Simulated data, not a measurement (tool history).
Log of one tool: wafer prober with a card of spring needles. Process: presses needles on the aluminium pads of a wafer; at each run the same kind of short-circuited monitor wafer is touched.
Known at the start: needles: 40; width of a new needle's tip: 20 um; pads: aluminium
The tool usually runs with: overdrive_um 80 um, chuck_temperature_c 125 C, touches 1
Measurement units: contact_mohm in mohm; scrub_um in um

| run | hour | overdrive_um | chuck_temperature_c | touches | contact_mohm | scrub_um |
|---|---|---|---|---|---|---|
| 1 | 0 | 80 | 125 | 1 | 166 | 20.12 |
|  | 1.8 | tips cleaned on abrasive film |
| 2 | 5.4 | 80 | 125 | 1 | 161 | 20.48 |
|  | 9.6 | tips cleaned on abrasive film |
| 3 | 13.6 | 80 | 125 | 1 | 160 | 20.24 |
|  | 17.6 | tips cleaned on abrasive film |
| 4 | 20.7 | 80 | 51 | 1 | 148 | 20.06 |
|  | 25.3 | tips cleaned on abrasive film |
| 5 | 28.7 | 80 | 51 | 1 | 147 | 19.92 |
|  | 33.1 | tips cleaned on abrasive film |
| 6 | 33.8 | 85 | 125 | 1 | 140 | 21.68 |
| 7 | 38.5 | 80 | 98 | 1 | 164 | 20.07 |
|  | 41.2 | tips cleaned on abrasive film |
| 8 | 46.1 | 80 | 98 | 1 | 163 | 19.98 |
|  | 47.1 | height of the first contact set anew |
|  | 49.3 | tips cleaned on abrasive film |
| 9 | 53.7 | 80 | 98 | 1 | 163 | 19.52 |
|  | 57.3 | tips cleaned on abrasive film |
| 10 | 61.3 | 81 | 125 | 1 | 161 | 19.79 |
|  | 65.2 | tips cleaned on abrasive film |
| 11 | 68.4 | 89 | 31 | 1 | 142 | 21.83 |
|  | 72.9 | tips cleaned on abrasive film |
| 12 | 76 | 89 | 31 | 1 | 140 | 21.57 |
|  | 80.7 | tips cleaned on abrasive film |
| 13 | 83.3 | 64 | 61 | 2 | 156 | 15.2 |
|  | 84.1 | height of the first contact set anew, once more |
|  | 88.6 | tips cleaned on abrasive film |
| 14 | 89.9 | 86 | 30 | 3 | 123 | 22.2 |

Alternative continuations, all from the tool just after run 14; predict every row:
| A | 94.7 | 82 | 53 | 2 | ? | ? |
| B | 94.7 | 80 | 51 | 2 | ? | ? |
| C | 94.7 | 68 | 30 | 3 | ? | ? |
| D | 94.7 | 75 | 84 | 1 | ? | ? |

| run | contact_mohm | scrub_um |
|---|---|---|
| A | 143 | 21.39 |
| B | 145 | 21 |
| C | 140 | 17.71 |
| D | 169 | 19.64 |
With the hidden condition removed and each run's random variation left untouched, the same runs would have given:
| run | contact_mohm | scrub_um |
|---|---|---|
| A | 122 | 21.41 |
| B | 123 | 21.02 |
| C | 121 | 17.73 |
| D | 131 | 19.66 |

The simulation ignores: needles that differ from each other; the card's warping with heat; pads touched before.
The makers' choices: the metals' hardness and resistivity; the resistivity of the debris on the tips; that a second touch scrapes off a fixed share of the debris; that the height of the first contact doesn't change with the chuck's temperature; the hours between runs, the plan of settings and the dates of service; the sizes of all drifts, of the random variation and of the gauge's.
